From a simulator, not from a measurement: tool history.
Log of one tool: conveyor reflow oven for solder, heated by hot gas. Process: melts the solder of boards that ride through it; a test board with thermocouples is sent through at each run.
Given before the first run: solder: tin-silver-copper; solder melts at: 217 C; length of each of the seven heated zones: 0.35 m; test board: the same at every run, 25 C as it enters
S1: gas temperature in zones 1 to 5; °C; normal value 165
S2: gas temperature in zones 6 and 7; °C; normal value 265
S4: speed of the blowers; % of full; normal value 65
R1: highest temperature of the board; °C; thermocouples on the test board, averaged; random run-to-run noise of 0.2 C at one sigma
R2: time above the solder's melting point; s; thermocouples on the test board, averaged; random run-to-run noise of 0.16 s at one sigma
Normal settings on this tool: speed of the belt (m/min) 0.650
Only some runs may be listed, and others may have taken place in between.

run 1 hour=0.0 | S1=165 S2=265 speed_of_the_belt_(m/min)=0.650 S4=65 | R1=248.7 R2=43.5
run 2 hour=15.6 | S1=165 S2=265 speed_of_the_belt_(m/min)=0.650 S4=65 | R1=249.2 R2=43.8
run 3 hour=35.9 | S1=165 S2=265 speed_of_the_belt_(m/min)=0.650 S4=65 | R1=248.9 R2=43.4
run 4 hour=58.9 | S1=165 S2=265 speed_of_the_belt_(m/min)=0.650 S4=83 | R1=252.3 R2=46.7
run 5 hour=79.6 | S1=165 S2=265 speed_of_the_belt_(m/min)=0.650 S4=83 | R1=252.0 R2=46.5
run 6 hour=104.3 | S1=165 S2=265 speed_of_the_belt_(m/min)=0.650 S4=83 | R1=252.2 R2=46.6
run 7 hour=121.8 | S1=165 S2=258 speed_of_the_belt_(m/min)=0.650 S4=83 | R1=245.9 R2=42.5
-- hour=131.3 flux residue cleaned out of gas plates and filters
run 8 hour=147.8 | S1=165 S2=258 speed_of_the_belt_(m/min)=0.650 S4=83 | R1=247.6 R2=44.5
run 9 hour=169.2 | S1=165 S2=258 speed_of_the_belt_(m/min)=0.650 S4=83 | R1=247.7 R2=44.5
run 10 hour=194.2 | S1=165 S2=258 speed_of_the_belt_(m/min)=0.650 S4=83 | R1=247.5 R2=44.6
run 11 hour=211.3 | S1=165 S2=265 speed_of_the_belt_(m/min)=0.650 S4=65 | R1=249.9 R2=44.5
run 12 hour=235.4 | S1=165 S2=265 speed_of_the_belt_(m/min)=0.650 S4=65 | R1=249.8 R2=45.0
run 13 hour=260.3 | S1=165 S2=265 speed_of_the_belt_(m/min)=0.650 S4=65 | R1=250.1 R2=44.5
run 14 hour=285.5 | S1=165 S2=265 speed_of_the_belt_(m/min)=0.650 S4=65 | R1=249.8 R2=44.4
run 15 hour=304.3 | S1=165 S2=265 speed_of_the_belt_(m/min)=0.650 S4=65 | R1=250.2 R2=44.4
run 16 hour=320.6 | S1=165 S2=265 speed_of_the_belt_(m/min)=0.650 S4=65 | R1=249.5 R2=44.2
run 17 hour=337.1 | S1=172 S2=275 speed_of_the_belt_(m/min)=0.650 S4=65 | R1=260.3 R2=52.6
run 18 hour=360.6 | S1=172 S2=275 speed_of_the_belt_(m/min)=0.650 S4=65 | R1=259.7 R2=52.2
run 19 hour=386.8 | S1=172 S2=275 speed_of_the_belt_(m/min)=0.650 S4=65 | R1=259.5 R2=52.2
run 20 hour=405.0 | S1=171 S2=265 speed_of_the_belt_(m/min)=0.773 S4=64 | R1=244.0 R2=33.6
run 21 hour=429.8 | S1=171 S2=263 speed_of_the_belt_(m/min)=0.592 S4=64 | R1=251.4 R2=52.8
run 22 hour=446.7 | S1=172 S2=260 speed_of_the_belt_(m/min)=0.543 S4=60 | R1=250.8 R2=57.5
-- hour=477.8 flux residue cleaned out of gas plates and filters
run 23 hour=479.0 | S1=172 S2=271 speed_of_the_belt_(m/min)=0.543 S4=60 | R1=262.0 R2=64.6
run 24 hour=498.1 | S1=165 S2=274 speed_of_the_belt_(m/min)=0.696 S4=69 | R1=257.5 R2=45.7
run 25 hour=525.4 | S1=165 S2=274 speed_of_the_belt_(m/min)=0.696 S4=89 | R1=261.9 R2=48.4
run 26 hour=542.5 | S1=165 S2=255 speed_of_the_belt_(m/min)=0.586 S4=50 | R1=241.3 R2=42.4
run 27 hour=554.9 | S1=152 S2=265 speed_of_the_belt_(m/min)=0.650 S4=58 | R1=246.0 R2=38.5
-- hour=575.3 thermocouples of zones 6 and 7 changed
-- hour=583.8 belt drive overhauled, speed set with a stopwatch
run 28 hour=590.2 | S1=152 S2=254 speed_of_the_belt_(m/min)=0.745 S4=58 | R1=228.6 R2=16.5
run 29 hour=605.3 | S1=152 S2=254 speed_of_the_belt_(m/min)=0.745 S4=58 | R1=228.2 R2=16.5
run 30 hour=630.6 | S1=167 S2=254 speed_of_the_belt_(m/min)=0.750 S4=58 | R1=231.6 R2=22.7

Measured minus without-hidden-state, run by run (identical run-to-run variation in each term; gauge scatter may differ):
The tool's hidden condition here consists of: heat that the gas passes to the board, % of a clean oven's; belt's true speed, % of the reading; true gas temperature in zones 6 and 7 over the reading, C; drift of the gauge itself on peak_c, C; drift of the gauge itself on liquid_s, %.
run=1 R1=+0.5 R2=+0.2
run=2 R1=+0.4 R2=+0.2
run=3 R1=+0.5 R2=+0.2
run=4 R1=+0.3 R2=+0.0
run=5 R1=+0.3 R2=-0.1
run=6 R1=+0.2 R2=-0.1
run=7 R1=+0.2 R2=-0.2
run=8 R1=+1.8 R2=+1.5
run=9 R1=+1.8 R2=+1.4
run=10 R1=+1.8 R2=+1.4
run=11 R1=+1.8 R2=+1.3
run=12 R1=+1.6 R2=+1.4
run=13 R1=+1.6 R2=+1.2
run=14 R1=+1.6 R2=+1.2
run=15 R1=+1.6 R2=+1.2
run=16 R1=+1.5 R2=+1.2
run=17 R1=+1.5 R2=+1.1
run=18 R1=+1.5 R2=+1.0
run=19 R1=+1.4 R2=+1.0
run=20 R1=+1.0 R2=+0.6
run=21 R1=+1.5 R2=+1.2
run=22 R1=+1.7 R2=+1.3
run=23 R1=+2.7 R2=+2.0
run=24 R1=+2.6 R2=+1.7
run=25 R1=+2.5 R2=+1.5
run=26 R1=+2.6 R2=+2.9
run=27 R1=+2.4 R2=+2.2
run=28 R1=-0.6 R2=-0.7
run=29 R1=-0.5 R2=-0.8
run=30 R1=-0.5 R2=-0.8
